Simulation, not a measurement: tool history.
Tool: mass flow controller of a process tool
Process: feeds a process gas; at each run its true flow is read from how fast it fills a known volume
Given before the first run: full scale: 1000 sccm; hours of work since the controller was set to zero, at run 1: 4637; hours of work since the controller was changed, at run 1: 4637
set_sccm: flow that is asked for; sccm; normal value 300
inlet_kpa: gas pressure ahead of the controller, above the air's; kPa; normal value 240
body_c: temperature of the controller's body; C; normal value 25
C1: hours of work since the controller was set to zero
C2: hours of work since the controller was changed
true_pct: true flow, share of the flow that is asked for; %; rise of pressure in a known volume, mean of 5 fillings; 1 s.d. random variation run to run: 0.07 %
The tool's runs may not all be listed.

{"run": 1, "hour": 0.0, "set_sccm": 300, "inlet_kpa": 240, "body_c": 25, "C1": 4637, "C2": 4637, "true_pct": 99.87}
{"run": 2, "hour": 160.8, "set_sccm": 300, "inlet_kpa": 240, "body_c": 25, "C1": 4758, "C2": 4758, "true_pct": 99.76}
{"run": 3, "hour": 318.9, "set_sccm": 300, "inlet_kpa": 240, "body_c": 25, "C1": 4877, "C2": 4877, "true_pct": 99.87}
{"run": 4, "hour": 584.5, "set_sccm": 300, "inlet_kpa": 240, "body_c": 25, "C1": 5077, "C2": 5077, "true_pct": 99.82}
{"run": 5, "hour": 815.3, "set_sccm": 300, "inlet_kpa": 240, "body_c": 25, "C1": 5251, "C2": 5251, "true_pct": 99.76}
{"run": 6, "hour": 942.8, "set_sccm": 300, "inlet_kpa": 240, "body_c": 25, "C1": 5348, "C2": 5348, "true_pct": 100.01}
{"run": 7, "hour": 1085.0, "set_sccm": 300, "inlet_kpa": 252, "body_c": 25, "C1": 5455, "C2": 5455, "true_pct": 99.91}
{"run": 8, "hour": 1337.2, "set_sccm": 300, "inlet_kpa": 252, "body_c": 25, "C1": 5645, "C2": 5645, "true_pct": 100.07}
{"run": 9, "hour": 1532.3, "set_sccm": 177, "inlet_kpa": 240, "body_c": 25, "C1": 5792, "C2": 5792, "true_pct": 100.71}
{"run": 10, "hour": 1687.7, "set_sccm": 177, "inlet_kpa": 240, "body_c": 25, "C1": 5909, "C2": 5909, "true_pct": 100.72}
{"run": 11, "hour": 1836.9, "set_sccm": 177, "inlet_kpa": 240, "body_c": 25, "C1": 6022, "C2": 6022, "true_pct": 100.77}
{"run": 12, "hour": 2053.6, "set_sccm": 177, "inlet_kpa": 240, "body_c": 25, "C1": 6185, "C2": 6185, "true_pct": 100.84}
{"run": 13, "hour": 2192.2, "set_sccm": 177, "inlet_kpa": 240, "body_c": 25, "C1": 6290, "C2": 6290, "true_pct": 100.97}
{"run": 14, "hour": 2360.3, "set_sccm": 177, "inlet_kpa": 240, "body_c": 25, "C1": 6416, "C2": 6416, "true_pct": 100.87}
{"run": 15, "hour": 2577.4, "set_sccm": 177, "inlet_kpa": 240, "body_c": 25, "C1": 6580, "C2": 6580, "true_pct": 101.04}
{"run": 16, "hour": 2738.4, "set_sccm": 177, "inlet_kpa": 240, "body_c": 25, "C1": 6701, "C2": 6701, "true_pct": 101.04}
{"run": 17, "hour": 2934.7, "set_sccm": 300, "inlet_kpa": 240, "body_c": 25, "C1": 6849, "C2": 6849, "true_pct": 99.97}
{"run": 18, "hour": 3164.8, "set_sccm": 300, "inlet_kpa": 240, "body_c": 25, "C1": 7023, "C2": 7023, "true_pct": 99.89}
{"run": 19, "hour": 3315.2, "set_sccm": 300, "inlet_kpa": 240, "body_c": 25, "C1": 7136, "C2": 7136, "true_pct": 100.11}
{"run": 20, "hour": 3488.4, "set_sccm": 300, "inlet_kpa": 240, "body_c": 25, "C1": 7267, "C2": 7267, "true_pct": 100.04}
{"run": 21, "hour": 3680.4, "set_sccm": 300, "inlet_kpa": 240, "body_c": 25, "C1": 7412, "C2": 7412, "true_pct": 100.05}
{"hour": 3797.5, "done": "controller's zero set anew"}
{"run": 22, "hour": 3909.2, "set_sccm": 300, "inlet_kpa": 240, "body_c": 25, "C1": 84, "C2": 7584, "true_pct": 98.24}
{"run": 23, "hour": 4154.1, "set_sccm": 300, "inlet_kpa": 240, "body_c": 25, "C1": 269, "C2": 7768, "true_pct": 98.21}
{"run": 24, "hour": 4332.2, "set_sccm": 300, "inlet_kpa": 240, "body_c": 30, "C1": 403, "C2": 7903, "true_pct": 98.62}
{"run": 25, "hour": 4555.4, "set_sccm": 300, "inlet_kpa": 240, "body_c": 30, "C1": 571, "C2": 8071, "true_pct": 98.61}
{"run": 26, "hour": 4730.0, "set_sccm": 300, "inlet_kpa": 240, "body_c": 40, "C1": 703, "C2": 8203, "true_pct": 99.29}
{"run": 27, "hour": 4975.3, "set_sccm": 721, "inlet_kpa": 187, "body_c": 25, "C1": 888, "C2": 8388, "true_pct": 98.45}
{"run": 28, "hour": 5167.3, "set_sccm": 721, "inlet_kpa": 187, "body_c": 35, "C1": 1033, "C2": 8532, "true_pct": 99.07}
{"run": 29, "hour": 5384.8, "set_sccm": 188, "inlet_kpa": 169, "body_c": 23, "C1": 1197, "C2": 8696, "true_pct": 97.78}
{"run": 30, "hour": 5506.3, "set_sccm": 300, "inlet_kpa": 140, "body_c": 25, "C1": 1288, "C2": 8788, "true_pct": 97.67}
{"run": 31, "hour": 5632.2, "set_sccm": 300, "inlet_kpa": 140, "body_c": 28, "C1": 1383, "C2": 8883, "true_pct": 97.93}
{"run": 32, "hour": 5899.1, "set_sccm": 300, "inlet_kpa": 181, "body_c": 31, "C1": 1584, "C2": 9084, "true_pct": 98.46}
{"run": 33, "hour": 6050.4, "set_sccm": 300, "inlet_kpa": 181, "body_c": 31, "C1": 1699, "C2": 9198, "true_pct": 98.5}
{"run": 34, "hour": 6180.3, "set_sccm": 223, "inlet_kpa": 165, "body_c": 25, "C1": 1797, "C2": 9296, "true_pct": 97.94}
{"run": 35, "hour": 6391.3, "set_sccm": 117, "inlet_kpa": 189, "body_c": 25, "C1": 1956, "C2": 9455, "true_pct": 98.82}
{"run": 36, "hour": 6503.0, "set_sccm": 503, "inlet_kpa": 215, "body_c": 35, "C1": 2040, "C2": 9539, "true_pct": 99.15}
{"run": 37, "hour": 6692.8, "set_sccm": 503, "inlet_kpa": 215, "body_c": 35, "C1": 2183, "C2": 9682, "true_pct": 99.18}
{"run": 38, "hour": 6895.5, "set_sccm": 130, "inlet_kpa": 215, "body_c": 32, "C1": 2336, "C2": 9835, "true_pct": 99.52}
{"run": 39, "hour": 7067.9, "set_sccm": 124, "inlet_kpa": 214, "body_c": 23, "C1": 2466, "C2": 9965, "true_pct": 98.99}
{"run": 40, "hour": 7330.5, "set_sccm": 300, "inlet_kpa": 159, "body_c": 25, "C1": 2664, "C2": 10163, "true_pct": 97.99}
{"run": 41, "hour": 7602.1, "set_sccm": 300, "inlet_kpa": 159, "body_c": 25, "C1": 2868, "C2": 10368, "true_pct": 98.1}
{"run": 42, "hour": 7829.5, "set_sccm": 300, "inlet_kpa": 159, "body_c": 25, "C1": 3040, "C2": 10539, "true_pct": 97.93}
{"run": 43, "hour": 8037.1, "set_sccm": 300, "inlet_kpa": 159, "body_c": 25, "C1": 3196, "C2": 10696, "true_pct": 97.99}
{"run": 44, "hour": 8183.1, "set_sccm": 797, "inlet_kpa": 145, "body_c": 25, "C1": 3306, "C2": 10806, "true_pct": 98.23}
{"run": 45, "hour": 8353.8, "set_sccm": 797, "inlet_kpa": 145, "body_c": 25, "C1": 3435, "C2": 10935, "true_pct": 98.25}

4 options for the next run, each taken on its own from the tool as it stands now. Forecast them:
{"run": "A", "hour": 8610.6, "set_sccm": 521, "inlet_kpa": 156, "body_c": 39, "C1": 3629, "C2": 11128, "true_pct": "?"}
{"run": "B", "hour": 8610.6, "set_sccm": 797, "inlet_kpa": 164, "body_c": 26, "C1": 3629, "C2": 11128, "true_pct": "?"}
{"run": "C", "hour": 8610.6, "set_sccm": 331, "inlet_kpa": 145, "body_c": 25, "C1": 3629, "C2": 11128, "true_pct": "?"}
{"run": "D", "hour": 8610.6, "set_sccm": 149, "inlet_kpa": 240, "body_c": 24, "C1": 3629, "C2": 11128, "true_pct": "?"}

run=A true_pct=99.12
run=B true_pct=98.35
run=C true_pct=97.94
run=D true_pct=99.12
Take away the tool's hidden state, keep each run's random variation, and the runs would have read:
run=A true_pct=100.02
run=B true_pct=99.46
run=C true_pct=98.49
run=D true_pct=98.50

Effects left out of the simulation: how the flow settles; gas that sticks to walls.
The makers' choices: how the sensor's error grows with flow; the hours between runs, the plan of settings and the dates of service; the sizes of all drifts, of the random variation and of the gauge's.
